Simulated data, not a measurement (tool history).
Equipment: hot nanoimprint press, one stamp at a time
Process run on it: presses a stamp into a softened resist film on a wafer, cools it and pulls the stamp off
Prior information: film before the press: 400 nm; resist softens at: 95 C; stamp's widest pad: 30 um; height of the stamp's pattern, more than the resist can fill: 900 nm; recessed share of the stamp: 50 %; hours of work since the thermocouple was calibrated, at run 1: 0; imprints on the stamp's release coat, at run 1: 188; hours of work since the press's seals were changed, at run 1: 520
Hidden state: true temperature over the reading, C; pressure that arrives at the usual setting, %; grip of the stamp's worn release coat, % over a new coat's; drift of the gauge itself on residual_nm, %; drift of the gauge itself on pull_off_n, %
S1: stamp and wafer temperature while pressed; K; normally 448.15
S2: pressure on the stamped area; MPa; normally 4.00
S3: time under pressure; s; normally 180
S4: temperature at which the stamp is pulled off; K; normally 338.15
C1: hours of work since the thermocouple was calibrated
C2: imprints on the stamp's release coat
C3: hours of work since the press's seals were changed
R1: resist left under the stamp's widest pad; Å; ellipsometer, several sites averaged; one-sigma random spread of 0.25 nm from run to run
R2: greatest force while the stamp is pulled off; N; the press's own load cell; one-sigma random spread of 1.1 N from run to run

run,hour,S1,S2,S3,S4,C1,C2,C3,R1,R2
1,0.0,448.15,4.00,180,338.15,0,188,520,1980,118
2,23.1,448.15,4.00,180,338.15,17,267,536,1983,121
3,50.9,448.15,4.00,180,338.15,37,362,556,1976,118
4,81.7,448.15,4.00,180,344.15,59,467,578,1977,103
5,113.8,448.15,4.00,180,331.15,82,576,601,1973,142
6,145.0,448.15,4.00,180,338.15,104,683,624,1970,120
# hour 165.4: press's hydraulic seals changed and the load cell set to zero
7,175.9,448.15,4.00,180,343.15,120,761,8,1972,103
8,204.6,448.15,4.00,180,343.15,141,859,28,1967,103
9,239.0,456.15,4.00,180,343.15,166,976,53,1601,106
10,265.8,456.15,4.00,346,343.15,185,1067,72,1255,103
11,286.9,448.15,4.00,180,326.15,200,1139,87,1963,156
12,321.8,441.15,5.66,115,339.15,225,1258,112,2310,115
13,347.2,454.15,4.00,101,344.15,243,1345,130,2054,102
14,373.1,448.15,5.86,180,323.15,262,1433,149,1616,167
15,392.7,438.15,2.44,289,332.15,276,1500,163,2696,139
16,423.7,438.15,2.44,289,332.15,298,1606,185,2700,137
# hour 437.6: stamp cleaned and given a new release coat
17,453.9,460.15,4.00,180,338.15,315,55,203,1443,118
18,482.3,458.15,4.00,180,332.15,336,152,223,1518,136
# hour 504.4: plate thermocouple calibrated
19,504.4,455.15,4.00,313,338.15,0,217,237,1337,117
20,524.2,439.15,3.42,92,336.15,14,285,251,3051,126
21,544.0,439.15,3.42,92,336.15,28,352,265,3051,125
22,562.6,447.15,3.96,184,328.15,42,416,278,2009,150

Difference, measured minus no-hidden-state, one row per run. Run-to-run variation is common to both terms; the gauge's own scatter need not be:
run,R1
1,+0
2,+0
3,-2
4,-3
5,-4
6,-6
7,-7
8,-8
9,-8
10,-7
11,-11
12,-15
13,-14
14,-11
15,-21
16,-22
17,-12
18,-14
19,-12
20,-28
21,-30
22,-20
R2: differs from the measured result by no more than 1 N in any run.
